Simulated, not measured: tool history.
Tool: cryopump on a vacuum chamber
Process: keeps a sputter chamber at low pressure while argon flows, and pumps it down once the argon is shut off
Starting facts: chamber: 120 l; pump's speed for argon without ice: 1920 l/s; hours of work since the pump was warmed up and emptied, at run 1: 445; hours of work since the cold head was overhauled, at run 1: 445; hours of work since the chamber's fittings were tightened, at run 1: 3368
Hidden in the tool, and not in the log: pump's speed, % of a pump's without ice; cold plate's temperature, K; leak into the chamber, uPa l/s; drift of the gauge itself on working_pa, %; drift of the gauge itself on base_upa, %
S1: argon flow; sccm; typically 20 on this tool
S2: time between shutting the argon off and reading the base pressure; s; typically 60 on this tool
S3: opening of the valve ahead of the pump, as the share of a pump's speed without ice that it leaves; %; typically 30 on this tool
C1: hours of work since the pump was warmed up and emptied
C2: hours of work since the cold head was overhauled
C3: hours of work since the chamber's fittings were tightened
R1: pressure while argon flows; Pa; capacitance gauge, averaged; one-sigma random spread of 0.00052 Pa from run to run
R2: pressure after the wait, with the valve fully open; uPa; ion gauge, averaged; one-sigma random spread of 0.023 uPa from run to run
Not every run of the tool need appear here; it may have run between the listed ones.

| run | hour | S1 | S2 | S3 | C1 | C2 | C3 | R1 | R2 |
|---|---|---|---|---|---|---|---|---|---|
| 1 | 0 | 20 | 60 | 30 | 445 | 445 | 3368 | 0.0605 | 1.46 |
|  | 42.1 | leaking fittings of the chamber tightened, without venting |
| 2 | 75.9 | 36 | 60 | 30 | 495 | 495 | 23 | 0.1087 | 0.81 |
| 3 | 155.9 | 20 | 152 | 30 | 550 | 550 | 77 | 0.0604 | 0.49 |
| 4 | 207.8 | 20 | 152 | 30 | 585 | 585 | 113 | 0.0601 | 0.46 |
| 5 | 286.8 | 20 | 152 | 30 | 639 | 639 | 166 | 0.0598 | 0.45 |
| 6 | 374 | 19 | 38 | 50 | 698 | 698 | 225 | 0.0353 | 1.18 |
| 7 | 450.7 | 13 | 65 | 29 | 750 | 750 | 277 | 0.0405 | 0.82 |
| 8 | 524.1 | 13 | 65 | 29 | 800 | 800 | 327 | 0.0405 | 0.87 |
| 9 | 599.5 | 14 | 74 | 30 | 851 | 851 | 378 | 0.0437 | 0.72 |
| 10 | 665.5 | 20 | 89 | 30 | 896 | 896 | 423 | 0.0608 | 0.7 |

How the hidden state differs across the entries between the runs, from the last listed run before each to the first after it:
From run 1 to run 2: leaking fittings of the chamber tightened, without venting (hour 42.1)
  pump's speed, % of a pump's without ice: 94.2 -> 93.5; cold plate's temperature, K: 12.36 -> 12.37; leak into the chamber, uPa l/s: 1529 -> 330
  measured minus no-state result, R1: +0.0012 -> +0.0025 Pa; R2: +0.69 -> +0.03 uPa
